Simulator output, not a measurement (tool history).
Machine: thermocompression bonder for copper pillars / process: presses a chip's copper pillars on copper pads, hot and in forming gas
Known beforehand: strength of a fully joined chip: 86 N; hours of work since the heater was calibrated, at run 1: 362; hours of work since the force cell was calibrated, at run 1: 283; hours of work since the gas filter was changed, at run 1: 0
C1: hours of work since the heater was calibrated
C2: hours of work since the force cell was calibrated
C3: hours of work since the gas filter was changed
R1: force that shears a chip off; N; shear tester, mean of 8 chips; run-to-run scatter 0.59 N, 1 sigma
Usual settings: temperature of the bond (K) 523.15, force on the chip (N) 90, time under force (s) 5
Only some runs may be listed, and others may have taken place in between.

run 1 hour=0.0 | temperature_of_the_bond_(K)=523.15 force_on_the_chip_(N)=90 time_under_force_(s)=5 | C1=362 C2=283 C3=0 | R1=53.0
run 2 hour=55.9 | temperature_of_the_bond_(K)=523.15 force_on_the_chip_(N)=90 time_under_force_(s)=5 | C1=391 C2=312 C3=29 | R1=52.5
run 3 hour=102.4 | temperature_of_the_bond_(K)=549.15 force_on_the_chip_(N)=90 time_under_force_(s)=5 | C1=415 C2=336 C3=53 | R1=65.3
run 4 hour=145.1 | temperature_of_the_bond_(K)=549.15 force_on_the_chip_(N)=90 time_under_force_(s)=5 | C1=437 C2=358 C3=75 | R1=64.2
run 5 hour=202.2 | temperature_of_the_bond_(K)=549.15 force_on_the_chip_(N)=90 time_under_force_(s)=5 | C1=466 C2=387 C3=104 | R1=63.3
run 6 hour=244.5 | temperature_of_the_bond_(K)=549.15 force_on_the_chip_(N)=90 time_under_force_(s)=5 | C1=488 C2=409 C3=126 | R1=61.0
-- hour=292.0 forming gas filter changed
run 7 hour=297.8 | temperature_of_the_bond_(K)=549.15 force_on_the_chip_(N)=90 time_under_force_(s)=5 | C1=515 C2=436 C3=3 | R1=68.1
-- hour=303.5 heater calibrated with a thermocouple chip
run 8 hour=350.2 | temperature_of_the_bond_(K)=549.15 force_on_the_chip_(N)=90 time_under_force_(s)=5 | C1=24 C2=462 C3=29 | R1=66.3
run 9 hour=388.6 | temperature_of_the_bond_(K)=549.15 force_on_the_chip_(N)=90 time_under_force_(s)=5 | C1=44 C2=482 C3=49 | R1=66.2
run 10 hour=427.9 | temperature_of_the_bond_(K)=542.15 force_on_the_chip_(N)=117 time_under_force_(s)=9 | C1=64 C2=502 C3=69 | R1=74.4
-- hour=446.7 heater calibrated with a thermocouple chip, once more
run 11 hour=481.4 | temperature_of_the_bond_(K)=542.15 force_on_the_chip_(N)=117 time_under_force_(s)=9 | C1=18 C2=529 C3=96 | R1=71.8
run 12 hour=504.9 | temperature_of_the_bond_(K)=506.15 force_on_the_chip_(N)=117 time_under_force_(s)=9 | C1=30 C2=541 C3=108 | R1=53.1
run 13 hour=559.3 | temperature_of_the_bond_(K)=506.15 force_on_the_chip_(N)=66 time_under_force_(s)=9 | C1=58 C2=569 C3=136 | R1=41.3
run 14 hour=582.6 | temperature_of_the_bond_(K)=518.15 force_on_the_chip_(N)=80 time_under_force_(s)=7 | C1=70 C2=581 C3=148 | R1=47.6
-- hour=588.1 forming gas filter changed
run 15 hour=612.6 | temperature_of_the_bond_(K)=515.15 force_on_the_chip_(N)=73 time_under_force_(s)=9 | C1=85 C2=597 C3=13 | R1=52.5
run 16 hour=668.7 | temperature_of_the_bond_(K)=515.15 force_on_the_chip_(N)=73 time_under_force_(s)=13 | C1=114 C2=626 C3=42 | R1=56.4
run 17 hour=698.2 | temperature_of_the_bond_(K)=515.15 force_on_the_chip_(N)=73 time_under_force_(s)=13 | C1=130 C2=641 C3=57 | R1=56.9
run 18 hour=722.5 | temperature_of_the_bond_(K)=548.15 force_on_the_chip_(N)=90 time_under_force_(s)=4 | C1=142 C2=653 C3=69 | R1=59.4

A few steps of R1 between consecutive runs. Split each: what settings, incoming material and random variation would produce without the hidden state, and what is left over for the hidden state, along with gauge scatter present in only one of the two compared results (measured, and without hidden state):
Hidden state at play: true temperature of the bond over the reading, C; force that reaches the chip, % of what is set; oxide that the forming gas leaves, % of the face; drift of the gauge itself on shear_n, %.
Run 6 -> 7: forming gas filter changed. R1 +7.1 N: hidden state +5.1, all else +2.0.
Run 11 -> 12: temperature of the bond (K) 542.15 -> 506.15. R1 -18.7 N: hidden state +0.3, all else -19.0.
